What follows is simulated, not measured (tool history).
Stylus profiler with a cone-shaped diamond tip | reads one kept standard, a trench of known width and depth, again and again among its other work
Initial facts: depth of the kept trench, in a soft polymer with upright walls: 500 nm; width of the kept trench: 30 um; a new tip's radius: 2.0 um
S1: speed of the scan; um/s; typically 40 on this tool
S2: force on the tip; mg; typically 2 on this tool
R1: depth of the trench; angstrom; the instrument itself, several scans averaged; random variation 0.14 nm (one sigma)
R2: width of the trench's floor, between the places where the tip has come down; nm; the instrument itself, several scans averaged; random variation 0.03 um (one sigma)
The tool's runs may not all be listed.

| run | day | S1 | S2 | R1 | R2 |
|---|---|---|---|---|---|
| 1 | 0 | 40 | 2 | 5071.9 | 27050 |
| 2 | 3.617 | 40 | 2 | 5073.5 | 27040 |
| 3 | 5.517 | 40 | 2 | 5070.6 | 26960 |
| 4 | 7.154 | 40 | 2 | 5072.9 | 26920 |
| 5 | 9.808 | 40 | 2 | 5071.1 | 26980 |
| 6 | 11.567 | 40 | 2 | 5073.2 | 26940 |
| 7 | 13.808 | 14 | 2 | 5074.7 | 26970 |
| 8 | 16.583 | 29 | 2 | 5075 | 26960 |
| 9 | 18.625 | 40 | 1.66 | 5067.8 | 26870 |
| 10 | 20.758 | 40 | 5.57 | 5134.2 | 26940 |
| 11 | 22.392 | 40 | 3.86 | 5108.5 | 26910 |
| 12 | 24.217 | 45 | 2 | 5075.7 | 26870 |
| 13 | 27.079 | 40 | 2 | 5076.5 | 26880 |
| 14 | 29.975 | 40 | 2 | 5077.2 | 26810 |
| 15 | 32.412 | 16 | 1.07 | 5056.6 | 26910 |
| 16 | 34.092 | 48 | 2 | 5078.8 | 26760 |
| 17 | 37.567 | 48 | 2 | 5079.4 | 26790 |
| 18 | 39.1 | 34 | 2.04 | 5081.2 | 26800 |
| 19 | 41.046 | 61 | 2.22 | 5084.5 | 26700 |
| 20 | 42.933 | 122 | 2.98 | 5096.8 | 26620 |
| 21 | 44.588 | 112 | 2 | 5079.2 | 26630 |
| 22 | 46.6 | 77 | 1.07 | 5059.2 | 26600 |
| 23 | 49.746 | 54 | 3.2 | 5102.4 | 26740 |
| 24 | 52.3 | 26 | 1.57 | 5072.1 | 26700 |
| 25 | 55.671 | 103 | 1.57 | 5072.9 | 26560 |
| 26 | 57.146 | 103 | 1.57 | 5075.2 | 26530 |

Selected run-to-run steps in R1, each split into two signed amounts: the part the tool would show with no hidden state at all (from settings, incoming material and random variation), and the remainder, which goes to the hidden state together with any gauge scatter not common to the measured and the hidden-state-free results:
Hidden state present: radius of the tip, um; height scale over the true one, %; drift of the gauge itself on depth_nm, %; drift of the gauge itself on floor_um, %.
Run 1 -> 2: nothing adjusted, nothing logged. R1 +1.6 angstrom: hidden state +0.9, all else +0.7.
Run 9 -> 10: S2 1.66 -> 5.57. R1 +66.4 angstrom: hidden state +0.8, all else +65.6.
Run 22 -> 23: S1 77 -> 54, S2 1.07 -> 3.2. R1 +43.2 angstrom: hidden state +0.9, all else +42.3.
